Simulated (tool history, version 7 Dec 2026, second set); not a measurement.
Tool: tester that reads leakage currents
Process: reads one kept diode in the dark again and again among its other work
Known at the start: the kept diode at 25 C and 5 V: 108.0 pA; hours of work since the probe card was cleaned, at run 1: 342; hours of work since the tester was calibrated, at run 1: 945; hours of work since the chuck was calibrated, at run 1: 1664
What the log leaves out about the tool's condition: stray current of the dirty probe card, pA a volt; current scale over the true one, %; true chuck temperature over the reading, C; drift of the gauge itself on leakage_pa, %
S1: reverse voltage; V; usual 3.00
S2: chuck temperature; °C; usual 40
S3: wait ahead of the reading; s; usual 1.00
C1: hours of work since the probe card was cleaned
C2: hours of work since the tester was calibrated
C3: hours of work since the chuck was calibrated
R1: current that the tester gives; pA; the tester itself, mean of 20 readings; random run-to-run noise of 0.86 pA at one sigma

run,hour,S1,S2,S3,C1,C2,C3,R1
1,0.0,3.00,40,1.00,342,945,1664,297.02
2,46.7,3.00,40,1.00,365,967,1686,297.25
3,92.7,1.32,40,1.00,386,989,1708,221.74
4,121.7,1.32,40,1.00,400,1003,1722,220.76
5,163.4,3.00,40,4.54,420,1023,1742,296.36
6,202.9,3.00,24,1.00,438,1041,1760,80.25
7,223.9,3.00,24,1.00,448,1051,1770,80.21
8,258.1,3.00,24,1.00,465,1067,1786,80.41
9,309.7,2.32,24,1.00,489,1092,1811,73.03
10,358.5,2.32,24,1.00,512,1115,1834,73.14
11,381.7,2.32,24,1.00,523,1126,1845,73.28
12,413.2,2.32,24,1.00,538,1141,1860,73.10
13,434.7,2.32,24,1.00,548,1151,1870,72.79
14,463.4,2.32,24,1.00,562,1164,1884,72.89
15,509.2,2.32,24,1.00,583,1186,1905,72.92
16,556.2,3.00,40,2.84,606,1208,1927,297.02
17,590.2,3.00,40,1.00,622,1224,1943,297.89
18,634.2,3.00,40,1.00,643,1245,1964,296.65
19,678.8,3.00,40,1.00,664,1266,1985,295.47
20,727.2,3.00,40,1.00,687,1289,2008,293.97
21,765.9,3.00,38,8.58,705,1308,2027,252.09
22,786.8,2.78,30,1.00,715,1317,2037,129.22
23,812.7,7.13,37,1.00,727,1330,2049,320.52
24,863.3,1.37,36,1.00,751,1354,2073,163.09
25,905.7,2.11,36,5.63,771,1374,2093,190.06
26,944.3,4.24,32,0.43,789,1392,2111,177.92
27,975.2,4.44,28,6.48,804,1407,2126,128.63
28,1015.2,3.00,40,3.68,823,1426,2145,294.99
29,1040.7,3.00,40,3.68,835,1438,2157,294.88
30,1062.9,3.00,40,3.68,845,1448,2167,294.70
31,1088.9,9.34,25,0.52,858,1460,2179,134.01
32,1130.6,9.34,25,0.52,877,1480,2199,133.84
33,1170.5,4.86,57,0.52,896,1499,2218,1229.76
34,1191.9,4.86,57,0.52,906,1509,2228,1236.19
35,1230.0,5.37,44,2.53,924,1527,2246,493.99
36,1262.2,5.37,44,2.53,940,1542,2261,494.42
37,1298.2,8.60,34,1.00,957,1559,2278,267.02
38,1348.2,5.93,44,0.74,980,1583,2302,512.76
39,1372.1,1.31,33,0.43,992,1594,2313,126.02

Run 40 comes next. What will it give?
40,1407.4,10.75,22,1.00,1008,1611,2330,?

R1: 107.98 pA
If the tool had no hidden condition, the same run with the same run-to-run variation would have returned R1 111.51 pA.
